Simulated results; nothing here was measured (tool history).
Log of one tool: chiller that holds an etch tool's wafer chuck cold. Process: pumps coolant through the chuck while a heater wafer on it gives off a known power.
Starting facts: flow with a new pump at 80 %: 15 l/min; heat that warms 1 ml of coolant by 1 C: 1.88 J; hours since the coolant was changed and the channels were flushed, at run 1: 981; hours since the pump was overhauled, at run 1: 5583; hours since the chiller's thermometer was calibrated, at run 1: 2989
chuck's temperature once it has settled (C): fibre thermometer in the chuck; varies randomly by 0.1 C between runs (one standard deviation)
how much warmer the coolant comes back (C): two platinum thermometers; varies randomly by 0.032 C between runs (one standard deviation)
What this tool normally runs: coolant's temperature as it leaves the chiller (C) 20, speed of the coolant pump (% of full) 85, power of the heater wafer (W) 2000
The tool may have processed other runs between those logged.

run	hour	coolant's temperature as it leaves the chiller (C)	speed of the coolant pump (% of full)	power of the heater wafer (W)	hours since the coolant was changed and the channels were flushed	hours since the pump was overhauled	hours since the chiller's thermometer was calibrated	chuck's temperature once it has settled (C)	how much warmer the coolant comes back (C)
1	0.0	20	85	2000	981	5583	2989	36.4	4.37
# hour 92.0: coolant pump overhauled
2	139.9	20	85	2000	1115	48	3124	35.3	3.99
3	269.4	11	85	2000	1245	177	3253	26.4	4.05
4	351.0	29	85	2000	1327	259	3335	44.7	4.02
5	496.1	29	85	2000	1472	404	3480	44.7	4.03
6	617.8	29	85	2000	1593	526	3602	44.9	4.08
7	723.4	29	85	2000	1699	631	3707	44.7	4.02
8	803.9	12	85	2000	1780	712	3788	28.1	4.00
9	929.7	12	85	2000	1905	838	3914	28.0	4.04
10	1008.7	20	85	1266	1984	917	3993	30.0	2.57
# hour 1041.6: chiller's thermometer calibrated
11	1115.7	20	85	1266	2090	1023	74	30.5	2.57
12	1256.8	20	85	1266	2231	1164	215	30.6	2.61
13	1411.1	20	85	1974	2386	1318	369	36.5	4.05

Forecast run 14:
14	1557.5	10	68	1188	2532	1465	516	?	?

Run 14 came out at chuck's temperature once it has settled (C) 21.7, how much warmer the coolant comes back (C) 3.07.
With no hidden state in the tool, this same run would have given chuck's temperature once it has settled (C) 20.3, how much warmer the coolant comes back (C) 2.99.

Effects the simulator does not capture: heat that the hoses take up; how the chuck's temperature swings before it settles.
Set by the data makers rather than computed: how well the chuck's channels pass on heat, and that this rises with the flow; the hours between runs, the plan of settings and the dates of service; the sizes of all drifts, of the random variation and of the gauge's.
